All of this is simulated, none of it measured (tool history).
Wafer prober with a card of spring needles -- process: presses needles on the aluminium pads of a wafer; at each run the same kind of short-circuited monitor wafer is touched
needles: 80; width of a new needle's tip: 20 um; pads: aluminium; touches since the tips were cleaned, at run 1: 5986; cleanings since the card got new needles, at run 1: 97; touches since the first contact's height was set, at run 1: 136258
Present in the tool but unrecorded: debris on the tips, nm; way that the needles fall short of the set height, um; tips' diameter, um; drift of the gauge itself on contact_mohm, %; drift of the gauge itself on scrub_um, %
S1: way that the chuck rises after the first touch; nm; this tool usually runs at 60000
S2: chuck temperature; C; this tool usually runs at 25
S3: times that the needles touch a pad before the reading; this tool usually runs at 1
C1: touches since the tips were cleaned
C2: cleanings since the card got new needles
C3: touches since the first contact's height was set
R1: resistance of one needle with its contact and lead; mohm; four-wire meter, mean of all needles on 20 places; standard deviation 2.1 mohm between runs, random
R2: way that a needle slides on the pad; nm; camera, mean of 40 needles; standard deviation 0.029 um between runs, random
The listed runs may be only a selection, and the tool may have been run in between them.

Run 1, hour 0: usual settings; C1 5986; C2 97; C3 136258. Result: R1 635 mohm, R2 14120 nm.
At hour 2.7: tips cleaned on abrasive film.
At hour 18.7: tips cleaned on abrasive film.
At hour 35.5: tips cleaned on abrasive film.
Run 2, hour 37.4: usual settings; C1 961; C2 100; C3 154902. Result: R1 416 mohm, R2 14060 nm.
At hour 50.4: tips cleaned on abrasive film.
At hour 67.2: tips cleaned on abrasive film.
At hour 84.8: tips cleaned on abrasive film.
Run 3, hour 87.2: usual settings; C1 1175; C2 103; C3 179790. Result: R1 411 mohm, R2 14040 nm.
At hour 101.5: tips cleaned on abrasive film.
At hour 118.7: tips cleaned on abrasive film.
Run 4, hour 121.9: usual settings but S1 55000 nm; C1 1650; C2 105; C3 197179. Result: R1 505 mohm, R2 12810 nm.
At hour 135: tips cleaned on abrasive film.
At hour 152: tips cleaned on abrasive film.
At hour 168.2: tips cleaned on abrasive film.
Run 5, hour 168.2: usual settings but S1 55000 nm; C1 0; C2 108; C3 220288. Result: R1 296 mohm, R2 12750 nm.
At hour 184.7: tips cleaned on abrasive film.
At hour 195: height of the first contact set anew.
At hour 201.7: tips cleaned on abrasive film.
At hour 217.4: tips cleaned on abrasive film.
Run 6, hour 220: usual settings but S1 55000 nm; C1 1302; C2 111; C3 12469. Result: R1 475 mohm, R2 13080 nm.
At hour 233: tips cleaned on abrasive film.
At hour 249: tips cleaned on abrasive film.
At hour 265.6: tips cleaned on abrasive film.
Run 7, hour 265.8: usual settings; C1 103; C2 114; C3 35375. Result: R1 280 mohm, R2 14240 nm.
At hour 279.9: tips cleaned on abrasive film.
At hour 295.2: tips cleaned on abrasive film.
Run 8, hour 297: usual settings; C1 922; C2 116; C3 50959. Result: R1 363 mohm, R2 14200 nm.
At hour 310.1: tips cleaned on abrasive film.
Run 9, hour 322.6: usual settings but S3 2; C1 6266; C2 117; C3 63746. Result: R1 477 mohm, R2 14160 nm.
At hour 326.2: tips cleaned on abrasive film.
At hour 343.9: tips cleaned on abrasive film.
At hour 359.9: tips cleaned on abrasive film.
Run 10, hour 364.1: usual settings but S3 2; C1 2089; C2 120; C3 84480. Result: R1 402 mohm, R2 14190 nm.
At hour 375.2: tips cleaned on abrasive film.
At hour 391.9: tips cleaned on abrasive film.
At hour 408.1: tips cleaned on abrasive film.
Run 11, hour 418.4: usual settings but S2 73 C; C1 5180; C2 123; C3 111659. Result: R1 619 mohm, R2 14150 nm.
At hour 425.1: tips cleaned on abrasive film.
At hour 442.7: tips cleaned on abrasive film.
At hour 457.3: tips cleaned on abrasive film.
Run 12, hour 457.3: usual settings; C1 0; C2 126; C3 131041. Result: R1 286 mohm, R2 14090 nm.
At hour 472.9: tips cleaned on abrasive film.
At hour 488: tips cleaned on abrasive film.
At hour 504.1: tips cleaned on abrasive film.
Run 13, hour 512.7: usual settings; C1 4347; C2 129; C3 158780. Result: R1 595 mohm, R2 14090 nm.
At hour 519: tips cleaned on abrasive film.
At hour 535.3: tips cleaned on abrasive film.
Run 14, hour 540.6: usual settings but S1 52000 nm, S2 32 C; C1 2643; C2 131; C3 172691. Result: R1 633 mohm, R2 12180 nm.
At hour 549.7: tips cleaned on abrasive film.
At hour 566.2: tips cleaned on abrasive film.
At hour 581.8: tips cleaned on abrasive film.
Run 15, hour 588.8: usual settings but S1 45000 nm, S2 32 C, S3 2; C1 3519; C2 134; C3 196760. Result: R1 587 mohm, R2 10440 nm.
At hour 598.4: tips cleaned on abrasive film.
At hour 612.7: tips cleaned on abrasive film.
Run 16, hour 612.7: usual settings but S1 45000 nm, S2 32 C, S3 2; C1 0; C2 136; C3 208686. Result: R1 284 mohm, R2 10420 nm.
At hour 628.7: tips cleaned on abrasive film.
Run 17, hour 640.7: usual settings but S1 52000 nm, S2 64 C, S3 2; C1 6042; C2 137; C3 222737. Result: R1 585 mohm, R2 12070 nm.
At hour 644.4: tips cleaned on abrasive film.
At hour 660.2: tips cleaned on abrasive film.
At hour 664: height of the first contact set anew.
At hour 677.7: tips cleaned on abrasive film.
Run 18, hour 687.1: usual settings but S1 58000 nm, S2 27 C, S3 3; C1 4730; C2 140; C3 11569. Result: R1 394 mohm, R2 13790 nm.
At hour 694: tips cleaned on abrasive film.
At hour 710.7: tips cleaned on abrasive film.
At hour 728.1: tips cleaned on abrasive film.
Run 19, hour 729.3: usual settings but S1 58000 nm, S2 27 C, S3 3; C1 609; C2 143; C3 32631. Result: R1 289 mohm, R2 13790 nm.
At hour 744.7: tips cleaned on abrasive film.
At hour 761.1: tips cleaned on abrasive film.
Run 20, hour 768: usual settings but S1 58000 nm, S2 37 C, S3 2; C1 3480; C2 145; C3 51985. Result: R1 443 mohm, R2 13680 nm.
At hour 778: tips cleaned on abrasive film.
At hour 795.8: tips cleaned on abrasive film.
At hour 811.2: tips cleaned on abrasive film.
Run 21, hour 815.8: usual settings but S1 54000 nm, S2 42 C, S3 2; C1 2325; C2 148; C3 75872. Result: R1 462 mohm, R2 12710 nm.
At hour 825.9: tips cleaned on abrasive film.
At hour 841.5: tips cleaned on abrasive film.
Run 22, hour 844.1: usual settings but S1 55000 nm, S2 96 C, S3 2; C1 1289; C2 150; C3 89992. Result: R1 409 mohm, R2 13000 nm.
At hour 857.3: tips cleaned on abrasive film.
At hour 875: tips cleaned on abrasive film.
Run 23, hour 875.4: usual settings but S1 61000 nm, S2 55 C, S3 2; C1 167; C2 152; C3 105641. Result: R1 300 mohm, R2 14370 nm.
At hour 891.9: tips cleaned on abrasive film.
At hour 907.6: tips cleaned on abrasive film.
Run 24, hour 921.2: usual settings but S1 61000 nm, S2 55 C; C1 6832; C2 154; C3 128575. Result: R1 661 mohm, R2 14320 nm.
At hour 924.8: tips cleaned on abrasive film.
At hour 940.8: tips cleaned on abrasive film.
Run 25, hour 952.5: usual settings but S1 57000 nm; C1 5863; C2 156; C3 144214. Result: R1 702 mohm, R2 13370 nm.
At hour 955.6: tips cleaned on abrasive film.
At hour 973.4: tips cleaned on abrasive film.
Run 26, hour 983.8: usual settings but S1 63000 nm, S2 26 C, S3 2; C1 5243; C2 158; C3 159876. Result: R1 471 mohm, R2 14790 nm.

Below are 3 alternative next runs, each starting from the tool's condition after run 26. Predict each:
At hour 991: tips cleaned on abrasive film.
At hour 1007: tips cleaned on abrasive film.
Run A, hour 1016: usual settings but S1 69000 nm, S2 30 C, S3 3; C1 4496; C2 160; C3 175944. Result: R1 ?, R2 ?.
At hour 991: tips cleaned on abrasive film.
At hour 1007: tips cleaned on abrasive film.
Run B, hour 1016: usual settings but S1 63000 nm, S2 45 C, S3 2; C1 4496; C2 160; C3 175944. Result: R1 ?, R2 ?.
At hour 991: tips cleaned on abrasive film.
At hour 1007: tips cleaned on abrasive film.
Run C, hour 1016: usual settings but S1 63000 nm, S2 26 C, S3 2; C1 4496; C2 160; C3 175944. Result: R1 ?, R2 ?.

run   R1     R2
  A  350  16230
  B  456  14730
  C  465  14790
With no hidden state in the tool, these same runs would have given:
run   R1     R2
  A  236  16440
  B  240  14950
  C  240  15000

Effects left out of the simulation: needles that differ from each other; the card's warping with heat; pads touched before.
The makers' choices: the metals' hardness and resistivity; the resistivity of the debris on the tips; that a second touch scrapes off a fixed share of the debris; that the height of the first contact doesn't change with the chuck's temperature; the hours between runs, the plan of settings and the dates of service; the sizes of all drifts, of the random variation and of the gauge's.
